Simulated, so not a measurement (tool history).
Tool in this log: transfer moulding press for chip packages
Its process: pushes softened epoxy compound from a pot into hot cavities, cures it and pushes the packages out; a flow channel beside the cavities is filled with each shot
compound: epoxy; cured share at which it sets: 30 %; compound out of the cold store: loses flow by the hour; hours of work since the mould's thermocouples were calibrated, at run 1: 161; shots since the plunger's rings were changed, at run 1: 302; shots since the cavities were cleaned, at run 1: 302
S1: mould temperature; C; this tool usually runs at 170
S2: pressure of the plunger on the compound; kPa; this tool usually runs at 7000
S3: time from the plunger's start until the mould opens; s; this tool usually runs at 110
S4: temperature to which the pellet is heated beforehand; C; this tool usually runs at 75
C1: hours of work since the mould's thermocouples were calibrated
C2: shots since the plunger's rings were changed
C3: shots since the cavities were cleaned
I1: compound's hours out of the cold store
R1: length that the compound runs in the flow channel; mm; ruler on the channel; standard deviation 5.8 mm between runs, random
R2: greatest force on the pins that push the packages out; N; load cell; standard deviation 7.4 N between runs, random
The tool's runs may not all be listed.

| run | hour | S1 | S2 | S3 | S4 | C1 | C2 | C3 | I1 | R1 | R2 |
|---|---|---|---|---|---|---|---|---|---|---|---|
| 1 | 0.0 | 170 | 7000 | 110 | 75 | 161 | 302 | 302 | 45.0 | 861 | 302 |
| 2 | 9.6 | 169 | 7000 | 110 | 75 | 169 | 428 | 428 | 17.9 | 1005 | 316 |
| 3 | 15.5 | 169 | 7000 | 110 | 75 | 173 | 505 | 505 | 19.9 | 1000 | 322 |
| 4 | 22.2 | 169 | 7000 | 110 | 75 | 179 | 594 | 594 | 46.1 | 857 | 319 |
| 5 | 29.8 | 170 | 7000 | 110 | 75 | 185 | 693 | 693 | 16.3 | 1005 | 311 |
| 6 | 35.3 | 170 | 6210 | 110 | 75 | 189 | 765 | 765 | 21.4 | 925 | 314 |
|  | 41.8 | cavities cleaned with cleaning compound and waxed |
| 7 | 42.9 | 170 | 6210 | 110 | 75 | 194 | 845 | 14 | 13.1 | 965 | 309 |
| 8 | 49.4 | 177 | 7000 | 110 | 75 | 199 | 930 | 99 | 43.5 | 838 | 293 |
| 9 | 56.6 | 177 | 7000 | 110 | 75 | 205 | 1025 | 194 | 8.7 | 1013 | 292 |
| 10 | 65.8 | 177 | 7000 | 110 | 75 | 212 | 1146 | 315 | 13.1 | 989 | 305 |
| 11 | 72.8 | 177 | 7000 | 110 | 75 | 217 | 1238 | 407 | 17.0 | 975 | 294 |
| 12 | 80.5 | 177 | 7000 | 110 | 75 | 223 | 1338 | 507 | 44.2 | 838 | 300 |
| 13 | 87.0 | 177 | 7000 | 110 | 75 | 229 | 1424 | 593 | 26.5 | 925 | 304 |
| 14 | 91.6 | 177 | 7000 | 110 | 75 | 232 | 1484 | 653 | 22.3 | 949 | 299 |
| 15 | 97.9 | 177 | 7000 | 140 | 75 | 237 | 1567 | 736 | 45.5 | 837 | 301 |
|  | 106.7 | cavities cleaned with cleaning compound and waxed |
| 16 | 107.1 | 173 | 7000 | 110 | 69 | 243 | 1668 | 5 | 13.5 | 1014 | 285 |
| 17 | 115.8 | 173 | 6730 | 120 | 69 | 250 | 1783 | 120 | 17.0 | 962 | 302 |
| 18 | 125.2 | 173 | 6730 | 120 | 69 | 257 | 1905 | 242 | 16.0 | 964 | 298 |
| 19 | 133.9 | 173 | 6770 | 127 | 75 | 264 | 2019 | 356 | 20.6 | 954 | 291 |
| 20 | 139.4 | 173 | 6770 | 127 | 75 | 269 | 2092 | 429 | 39.1 | 857 | 316 |
| 21 | 147.1 | 174 | 6340 | 110 | 65 | 275 | 2193 | 530 | 34.4 | 847 | 296 |
| 22 | 151.1 | 170 | 7000 | 99 | 76 | 278 | 2245 | 582 | 22.8 | 965 | 318 |
| 23 | 160.0 | 175 | 7000 | 140 | 76 | 285 | 2362 | 699 | 35.2 | 883 | 298 |
| 24 | 166.0 | 172 | 6580 | 103 | 83 | 290 | 2440 | 777 | 33.1 | 880 | 299 |
|  | 171.0 | cavities cleaned with cleaning compound and waxed |
| 25 | 172.1 | 172 | 7000 | 106 | 75 | 293 | 2501 | 14 | 17.3 | 983 | 300 |
| 26 | 179.0 | 175 | 5820 | 95 | 75 | 299 | 2592 | 105 | 20.7 | 867 | 300 |
| 27 | 187.0 | 170 | 6320 | 103 | 75 | 305 | 2697 | 210 | 24.4 | 909 | 319 |
| 28 | 191.6 | 172 | 7000 | 114 | 75 | 309 | 2757 | 270 | 38.0 | 884 | 296 |

Below are 5 alternative next runs, each starting from the tool's condition after run 28. Predict each:
| A | 196.0 | 162 | 8620 | 110 | 75 | 312 | 2815 | 328 | 22.2 | ? | ? |
| B | 196.0 | 172 | 7000 | 110 | 75 | 312 | 2815 | 328 | 28.8 | ? | ? |
| C | 196.0 | 163 | 7000 | 114 | 75 | 312 | 2815 | 328 | 20.1 | ? | ? |
| D | 196.0 | 172 | 7000 | 96 | 75 | 312 | 2815 | 328 | 30.8 | ? | ? |
| E | 196.0 | 173 | 8280 | 114 | 75 | 312 | 2815 | 328 | 39.6 | ? | ? |

| run | R1 | R2 |
|---|---|---|
| A | 1107 | 421 |
| B | 927 | 297 |
| C | 1019 | 380 |
| D | 911 | 322 |
| E | 947 | 318 |
Without the tool's unlogged condition, the same runs would have read:
| run | R1 | R2 |
|---|---|---|
| A | 1107 | 418 |
| B | 927 | 295 |
| C | 1020 | 377 |
| D | 911 | 320 |
| E | 947 | 316 |

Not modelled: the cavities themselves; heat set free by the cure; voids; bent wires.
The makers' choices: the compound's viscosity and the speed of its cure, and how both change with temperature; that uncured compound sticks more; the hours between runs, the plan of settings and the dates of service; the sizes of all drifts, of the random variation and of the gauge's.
